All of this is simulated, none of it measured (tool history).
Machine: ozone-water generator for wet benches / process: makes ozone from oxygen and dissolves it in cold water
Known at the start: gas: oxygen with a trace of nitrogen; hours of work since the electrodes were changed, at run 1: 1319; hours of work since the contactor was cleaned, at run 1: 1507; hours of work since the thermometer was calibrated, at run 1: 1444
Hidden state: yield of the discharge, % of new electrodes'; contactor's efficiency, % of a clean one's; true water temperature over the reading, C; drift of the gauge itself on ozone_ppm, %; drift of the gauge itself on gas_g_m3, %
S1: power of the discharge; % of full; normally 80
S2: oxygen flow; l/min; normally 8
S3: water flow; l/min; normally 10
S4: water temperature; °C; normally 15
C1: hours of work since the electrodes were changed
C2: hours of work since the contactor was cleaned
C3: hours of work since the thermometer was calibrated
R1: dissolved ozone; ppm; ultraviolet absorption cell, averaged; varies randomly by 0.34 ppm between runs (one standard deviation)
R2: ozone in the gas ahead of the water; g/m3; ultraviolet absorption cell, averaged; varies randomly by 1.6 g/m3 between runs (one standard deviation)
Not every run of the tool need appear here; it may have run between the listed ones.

run 1 hour=0 | S1=80 S2=8 S3=10 S4=15 | C1=1319 C2=1507 C3=1444 | R1=50.8 R2=295.1
run 2 hour=28.6 | S1=80 S2=8 S3=14 S4=15 | C1=1340 C2=1528 C3=1465 | R1=38.7 R2=294.7
run 3 hour=58.3 | S1=80 S2=8 S3=10 S4=10 | C1=1361 C2=1550 C3=1487 | R1=55.9 R2=292.5
run 4 hour=98.3 | S1=80 S2=8 S3=10 S4=10 | C1=1390 C2=1579 C3=1516 | R1=55.7 R2=295
run 5 hour=136.4 | S1=80 S2=8 S3=10 S4=10 | C1=1418 C2=1606 C3=1544 | R1=56.2 R2=295.4
run 6 hour=164.1 | S1=93 S2=5.91 S3=10 S4=11 | C1=1438 C2=1627 C3=1564 | R1=67.6 R2=406.3
run 7 hour=218 | S1=80 S2=6.19 S3=15 S4=19 | C1=1478 C2=1666 C3=1603 | R1=36.5 R2=353.4
run 8 hour=256.6 | S1=80 S2=6.19 S3=11 S4=19 | C1=1506 C2=1694 C3=1631 | R1=47 R2=352.5
run 9 hour=309 | S1=80 S2=6.6 S3=10 S4=15 | C1=1544 C2=1732 C3=1670 | R1=53.2 R2=336.7
run 10 hour=346.6 | S1=97 S2=13.06 S3=13 S4=15 | C1=1571 C2=1760 C3=1697 | R1=39.4 R2=241.1

Each row is a separate what-if for the run after 10, all from the same tool condition, not one after another. Results?
run A hour=373.3 | S1=64 S2=13.06 S3=13 S4=8 | C1=1591 C2=1779 C3=1716 | R1=? R2=?
run B hour=373.3 | S1=80 S2=8 S3=8 S4=7 | C1=1591 C2=1779 C3=1716 | R1=? R2=?
run C hour=373.3 | S1=97 S2=8.96 S3=13 S4=15 | C1=1591 C2=1779 C3=1716 | R1=? R2=?

run=A R1=33.2 R2=177.1
run=B R1=67.9 R2=291.8
run=C R1=45.7 R2=312.8
The same runs, with their run-to-run variation unchanged, on a tool lacking any hidden condition would have given:
run=A R1=36.6 R2=186
run=B R1=74.8 R2=309.4
run=C R1=51.2 R2=334.4
